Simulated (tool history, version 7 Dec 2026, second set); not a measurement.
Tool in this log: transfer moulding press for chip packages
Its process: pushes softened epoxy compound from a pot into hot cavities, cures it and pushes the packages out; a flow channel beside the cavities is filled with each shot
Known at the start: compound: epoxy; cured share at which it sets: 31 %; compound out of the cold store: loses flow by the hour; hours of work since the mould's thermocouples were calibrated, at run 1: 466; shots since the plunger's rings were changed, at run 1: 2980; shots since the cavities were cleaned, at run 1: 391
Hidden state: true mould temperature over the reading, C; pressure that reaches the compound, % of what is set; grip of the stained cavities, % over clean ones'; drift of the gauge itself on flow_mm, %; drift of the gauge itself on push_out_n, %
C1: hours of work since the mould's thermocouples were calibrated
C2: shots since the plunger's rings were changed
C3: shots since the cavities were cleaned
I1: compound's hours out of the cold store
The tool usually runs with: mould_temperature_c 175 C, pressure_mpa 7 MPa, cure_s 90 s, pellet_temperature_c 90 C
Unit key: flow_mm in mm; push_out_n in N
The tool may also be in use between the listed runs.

{"run": 1, "day": 0.0, "mould_temperature_c": 175, "pressure_mpa": 7, "cure_s": 90, "pellet_temperature_c": 90, "C1": 466, "C2": 2980, "C3": 391, "I1": 38.2, "flow_mm": 528, "push_out_n": 250}
{"run": 2, "day": 1.746, "mould_temperature_c": 175, "pressure_mpa": 7, "cure_s": 86, "pellet_temperature_c": 90, "C1": 483, "C2": 3346, "C3": 757, "I1": 42.5, "flow_mm": 514, "push_out_n": 289}
{"day": 2.05, "done": "cavities cleaned with cleaning compound and waxed"}
{"run": 3, "day": 3.45, "mould_temperature_c": 169, "pressure_mpa": 7, "cure_s": 90, "pellet_temperature_c": 90, "C1": 499, "C2": 3690, "C3": 293, "I1": 16.5, "flow_mm": 604, "push_out_n": 354}
{"run": 4, "day": 5.112, "mould_temperature_c": 169, "pressure_mpa": 7, "cure_s": 90, "pellet_temperature_c": 90, "C1": 516, "C2": 4038, "C3": 641, "I1": 37.9, "flow_mm": 536, "push_out_n": 376}
{"day": 5.917, "done": "plunger's sealing rings changed"}
{"day": 6.179, "done": "cavities cleaned with cleaning compound and waxed"}
{"run": 5, "day": 7.229, "mould_temperature_c": 169, "pressure_mpa": 7, "cure_s": 90, "pellet_temperature_c": 90, "C1": 535, "C2": 262, "C3": 220, "I1": 17.1, "flow_mm": 620, "push_out_n": 336}
{"run": 6, "day": 9.392, "mould_temperature_c": 169, "pressure_mpa": 7, "cure_s": 90, "pellet_temperature_c": 90, "C1": 557, "C2": 715, "C3": 673, "I1": 31.2, "flow_mm": 574, "push_out_n": 373}
{"day": 10.112, "done": "cavities cleaned with cleaning compound and waxed"}
{"run": 7, "day": 11.538, "mould_temperature_c": 169, "pressure_mpa": 7, "cure_s": 90, "pellet_temperature_c": 90, "C1": 578, "C2": 1152, "C3": 299, "I1": 9.7, "flow_mm": 641, "push_out_n": 370}
{"run": 8, "day": 13.008, "mould_temperature_c": 175, "pressure_mpa": 7, "cure_s": 90, "pellet_temperature_c": 90, "C1": 592, "C2": 1460, "C3": 607, "I1": 40.2, "flow_mm": 530, "push_out_n": 280}
{"day": 14.004, "done": "cavities cleaned with cleaning compound and waxed"}
{"run": 9, "day": 14.129, "mould_temperature_c": 180, "pressure_mpa": 7, "cure_s": 90, "pellet_temperature_c": 90, "C1": 603, "C2": 1681, "C3": 25, "I1": 27.9, "flow_mm": 555, "push_out_n": 168}
{"run": 10, "day": 15.275, "mould_temperature_c": 175, "pressure_mpa": 7, "cure_s": 90, "pellet_temperature_c": 90, "C1": 614, "C2": 1922, "C3": 266, "I1": 38.4, "flow_mm": 532, "push_out_n": 239}
{"run": 11, "day": 16.358, "mould_temperature_c": 175, "pressure_mpa": 7, "cure_s": 90, "pellet_temperature_c": 90, "C1": 625, "C2": 2149, "C3": 493, "I1": 10.2, "flow_mm": 619, "push_out_n": 277}
{"run": 12, "day": 17.392, "mould_temperature_c": 175, "pressure_mpa": 7, "cure_s": 90, "pellet_temperature_c": 90, "C1": 635, "C2": 2366, "C3": 710, "I1": 27.9, "flow_mm": 561, "push_out_n": 272}
{"day": 17.962, "done": "cavities cleaned with cleaning compound and waxed"}
{"run": 13, "day": 18.692, "mould_temperature_c": 175, "pressure_mpa": 7, "cure_s": 90, "pellet_temperature_c": 90, "C1": 648, "C2": 2624, "C3": 152, "I1": 16.6, "flow_mm": 594, "push_out_n": 240}
{"run": 14, "day": 20.908, "mould_temperature_c": 175, "pressure_mpa": 7, "cure_s": 86, "pellet_temperature_c": 90, "C1": 670, "C2": 3089, "C3": 617, "I1": 27.5, "flow_mm": 557, "push_out_n": 294}
{"day": 22.004, "done": "cavities cleaned with cleaning compound and waxed"}
{"run": 15, "day": 23.108, "mould_temperature_c": 175, "pressure_mpa": 7, "cure_s": 86, "pellet_temperature_c": 90, "C1": 691, "C2": 3537, "C3": 231, "I1": 15.6, "flow_mm": 594, "push_out_n": 260}
{"run": 16, "day": 24.258, "mould_temperature_c": 175, "pressure_mpa": 7, "cure_s": 125, "pellet_temperature_c": 90, "C1": 703, "C2": 3779, "C3": 473, "I1": 16.2, "flow_mm": 586, "push_out_n": 233}
{"day": 25.933, "done": "cavities cleaned with cleaning compound and waxed"}
{"run": 17, "day": 25.933, "mould_temperature_c": 175, "pressure_mpa": 5.22, "cure_s": 125, "pellet_temperature_c": 90, "C1": 719, "C2": 4116, "C3": 0, "I1": 12.3, "flow_mm": 518, "push_out_n": 163}
{"day": 26.4, "done": "plunger's sealing rings changed"}
{"run": 18, "day": 27.171, "mould_temperature_c": 175, "pressure_mpa": 5.22, "cure_s": 125, "pellet_temperature_c": 90, "C1": 730, "C2": 162, "C3": 238, "I1": 23.7, "flow_mm": 506, "push_out_n": 209}
{"run": 19, "day": 29.117, "mould_temperature_c": 180, "pressure_mpa": 7.03, "cure_s": 125, "pellet_temperature_c": 90, "C1": 749, "C2": 570, "C3": 646, "I1": 27.7, "flow_mm": 564, "push_out_n": 221}
{"day": 29.971, "done": "cavities cleaned with cleaning compound and waxed"}
{"run": 20, "day": 31.375, "mould_temperature_c": 175, "pressure_mpa": 7.72, "cure_s": 90, "pellet_temperature_c": 86, "C1": 771, "C2": 1030, "C3": 294, "I1": 25.5, "flow_mm": 606, "push_out_n": 246}
{"run": 21, "day": 32.792, "mould_temperature_c": 180, "pressure_mpa": 7.72, "cure_s": 109, "pellet_temperature_c": 86, "C1": 785, "C2": 1326, "C3": 590, "I1": 11.6, "flow_mm": 638, "push_out_n": 233}
{"day": 33.892, "done": "cavities cleaned with cleaning compound and waxed"}
{"run": 22, "day": 34.383, "mould_temperature_c": 177, "pressure_mpa": 6.13, "cure_s": 119, "pellet_temperature_c": 86, "C1": 801, "C2": 1647, "C3": 103, "I1": 46.7, "flow_mm": 476, "push_out_n": 177}

Run 23 has not been measured yet. What should we expect?
{"run": 23, "day": 36.129, "mould_temperature_c": 171, "pressure_mpa": 7, "cure_s": 90, "pellet_temperature_c": 88, "C1": 818, "C2": 2013, "C3": 469, "I1": 28.1, "flow_mm": "?", "push_out_n": "?"}

Run 23 measured flow_mm 570 mm, push_out_n 314 N.
Had the tool carried no hidden state, the very same run would have given flow_mm 583 mm, push_out_n 222 N.
